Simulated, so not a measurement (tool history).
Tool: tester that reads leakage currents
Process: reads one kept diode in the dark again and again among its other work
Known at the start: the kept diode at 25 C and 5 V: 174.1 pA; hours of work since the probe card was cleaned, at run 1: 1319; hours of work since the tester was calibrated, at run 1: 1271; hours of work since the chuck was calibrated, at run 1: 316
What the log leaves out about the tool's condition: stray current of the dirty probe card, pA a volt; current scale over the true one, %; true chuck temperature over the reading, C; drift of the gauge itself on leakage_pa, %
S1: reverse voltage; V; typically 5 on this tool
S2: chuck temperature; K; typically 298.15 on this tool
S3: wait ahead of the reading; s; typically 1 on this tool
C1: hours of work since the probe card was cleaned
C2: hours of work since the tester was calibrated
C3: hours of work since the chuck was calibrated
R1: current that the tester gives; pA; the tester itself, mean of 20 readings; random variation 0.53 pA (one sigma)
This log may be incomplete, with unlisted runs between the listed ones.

{"run": 1, "hour": 0.0, "S1": 5, "S2": 298.15, "S3": 1, "C1": 1319, "C2": 1271, "C3": 316, "R1": 193.33}
{"run": 2, "hour": 45.3, "S1": 5, "S2": 298.15, "S3": 1, "C1": 1353, "C2": 1305, "C3": 350, "R1": 195.79}
{"run": 3, "hour": 82.0, "S1": 5, "S2": 298.15, "S3": 1, "C1": 1380, "C2": 1333, "C3": 377, "R1": 195.67}
{"run": 4, "hour": 103.5, "S1": 5, "S2": 298.15, "S3": 1, "C1": 1396, "C2": 1349, "C3": 394, "R1": 195.79}
{"run": 5, "hour": 148.4, "S1": 5, "S2": 298.15, "S3": 1, "C1": 1430, "C2": 1383, "C3": 427, "R1": 197.4}
{"run": 6, "hour": 180.7, "S1": 5, "S2": 298.15, "S3": 1, "C1": 1454, "C2": 1407, "C3": 452, "R1": 197.99}
{"run": 7, "hour": 214.8, "S1": 5, "S2": 298.15, "S3": 1, "C1": 1480, "C2": 1433, "C3": 477, "R1": 200.81}
{"run": 8, "hour": 250.4, "S1": 5, "S2": 298.15, "S3": 1, "C1": 1507, "C2": 1460, "C3": 504, "R1": 200.11}
{"run": 9, "hour": 293.4, "S1": 5, "S2": 298.15, "S3": 1, "C1": 1539, "C2": 1492, "C3": 536, "R1": 203.11}
{"hour": 319.8, "done": "chuck's temperature calibrated"}
{"run": 10, "hour": 323.2, "S1": 5, "S2": 298.15, "S3": 1, "C1": 1560, "C2": 1513, "C3": 3, "R1": 182.48}
{"run": 11, "hour": 359.8, "S1": 5, "S2": 298.15, "S3": 1, "C1": 1588, "C2": 1540, "C3": 30, "R1": 183.11}
{"run": 12, "hour": 379.7, "S1": 5, "S2": 298.15, "S3": 1, "C1": 1603, "C2": 1555, "C3": 45, "R1": 182.31}
{"run": 13, "hour": 414.8, "S1": 5, "S2": 298.15, "S3": 1, "C1": 1629, "C2": 1582, "C3": 71, "R1": 184.4}
{"run": 14, "hour": 448.3, "S1": 5, "S2": 298.15, "S3": 7.22, "C1": 1654, "C2": 1607, "C3": 97, "R1": 184.03}
{"run": 15, "hour": 483.6, "S1": 5, "S2": 298.15, "S3": 7.22, "C1": 1681, "C2": 1634, "C3": 123, "R1": 184.16}
{"run": 16, "hour": 524.7, "S1": 5, "S2": 298.15, "S3": 7.22, "C1": 1712, "C2": 1664, "C3": 154, "R1": 184.94}
{"run": 17, "hour": 552.9, "S1": 5, "S2": 298.15, "S3": 7.22, "C1": 1733, "C2": 1686, "C3": 175, "R1": 186.11}
{"run": 18, "hour": 599.2, "S1": 5, "S2": 298.15, "S3": 7.22, "C1": 1768, "C2": 1721, "C3": 210, "R1": 187.35}
{"run": 19, "hour": 622.6, "S1": 5, "S2": 298.15, "S3": 7.22, "C1": 1785, "C2": 1738, "C3": 228, "R1": 188.73}
{"run": 20, "hour": 645.0, "S1": 1.74, "S2": 298.15, "S3": 1, "C1": 1802, "C2": 1755, "C3": 245, "R1": 132.62}
{"run": 21, "hour": 684.7, "S1": 1.74, "S2": 298.15, "S3": 1, "C1": 1832, "C2": 1785, "C3": 274, "R1": 133.41}
{"run": 22, "hour": 710.2, "S1": 3.97, "S2": 327.15, "S3": 1.17, "C1": 1851, "C2": 1804, "C3": 294, "R1": 1514.38}
{"run": 23, "hour": 752.5, "S1": 3.97, "S2": 327.15, "S3": 1.17, "C1": 1883, "C2": 1836, "C3": 325, "R1": 1522.07}
{"run": 24, "hour": 777.0, "S1": 2.55, "S2": 298.15, "S3": 1, "C1": 1901, "C2": 1854, "C3": 344, "R1": 153.82}
{"run": 25, "hour": 810.8, "S1": 2.55, "S2": 298.15, "S3": 1, "C1": 1927, "C2": 1880, "C3": 369, "R1": 154.87}
{"run": 26, "hour": 851.1, "S1": 5.3, "S2": 298.15, "S3": 2.82, "C1": 1957, "C2": 1910, "C3": 400, "R1": 199.42}
{"run": 27, "hour": 896.2, "S1": 3.31, "S2": 298.15, "S3": 2.94, "C1": 1991, "C2": 1944, "C3": 434, "R1": 169.65}
{"run": 28, "hour": 936.7, "S1": 12.24, "S2": 308.15, "S3": 0.35, "C1": 2022, "C2": 1974, "C3": 464, "R1": 587.68}
{"run": 29, "hour": 962.8, "S1": 19.46, "S2": 297.15, "S3": 8.33, "C1": 2041, "C2": 1994, "C3": 484, "R1": 299.23}
{"run": 30, "hour": 981.7, "S1": 19.46, "S2": 297.15, "S3": 8.33, "C1": 2055, "C2": 2008, "C3": 498, "R1": 299.83}
{"run": 31, "hour": 1005.6, "S1": 19.46, "S2": 297.15, "S3": 8.33, "C1": 2073, "C2": 2026, "C3": 516, "R1": 298.77}
{"run": 32, "hour": 1029.8, "S1": 19.46, "S2": 297.15, "S3": 8.33, "C1": 2092, "C2": 2044, "C3": 534, "R1": 301.5}
{"hour": 1057.6, "done": "chuck's temperature calibrated"}
{"run": 33, "hour": 1063.4, "S1": 19.46, "S2": 297.15, "S3": 8.33, "C1": 2115, "C2": 2068, "C3": 4, "R1": 278.87}
{"run": 34, "hour": 1096.3, "S1": 19.46, "S2": 297.15, "S3": 8.33, "C1": 2140, "C2": 2093, "C3": 29, "R1": 279.86}
{"run": 35, "hour": 1129.6, "S1": 11.91, "S2": 298.15, "S3": 1, "C1": 2165, "C2": 2118, "C3": 54, "R1": 256.69}
{"run": 36, "hour": 1171.9, "S1": 1.94, "S2": 295.15, "S3": 3.1, "C1": 2197, "C2": 2150, "C3": 86, "R1": 104.85}
{"run": 37, "hour": 1194.8, "S1": 1.94, "S2": 300.15, "S3": 0.95, "C1": 2214, "C2": 2167, "C3": 103, "R1": 159.73}
{"run": 38, "hour": 1237.0, "S1": 4.52, "S2": 300.15, "S3": 1.29, "C1": 2246, "C2": 2199, "C3": 135, "R1": 213.18}
{"run": 39, "hour": 1259.0, "S1": 1.12, "S2": 326.15, "S3": 5.13, "C1": 2263, "C2": 2215, "C3": 151, "R1": 921.17}
{"run": 40, "hour": 1286.6, "S1": 7.23, "S2": 306.15, "S3": 1, "C1": 2283, "C2": 2236, "C3": 172, "R1": 401.1}

Here are 3 independent what-if runs from the current tool condition. What would each one return?
{"run": "A", "hour": 1310.6, "S1": 1.78, "S2": 303.15, "S3": 2.24, "C1": 2301, "C2": 2254, "C3": 190, "R1": "?"}
{"run": "B", "hour": 1310.6, "S1": 7.23, "S2": 296.15, "S3": 2.57, "C1": 2301, "C2": 2254, "C3": 190, "R1": "?"}
{"run": "C", "hour": 1310.6, "S1": 3.59, "S2": 298.15, "S3": 1, "C1": 2301, "C2": 2254, "C3": 190, "R1": "?"}

run=A R1=198.29
run=B R1=185.47
run=C R1=169.95
With no hidden state in the tool, these same runs would have given:
run=A R1=187.96
run=B R1=167.13
run=C R1=157.82

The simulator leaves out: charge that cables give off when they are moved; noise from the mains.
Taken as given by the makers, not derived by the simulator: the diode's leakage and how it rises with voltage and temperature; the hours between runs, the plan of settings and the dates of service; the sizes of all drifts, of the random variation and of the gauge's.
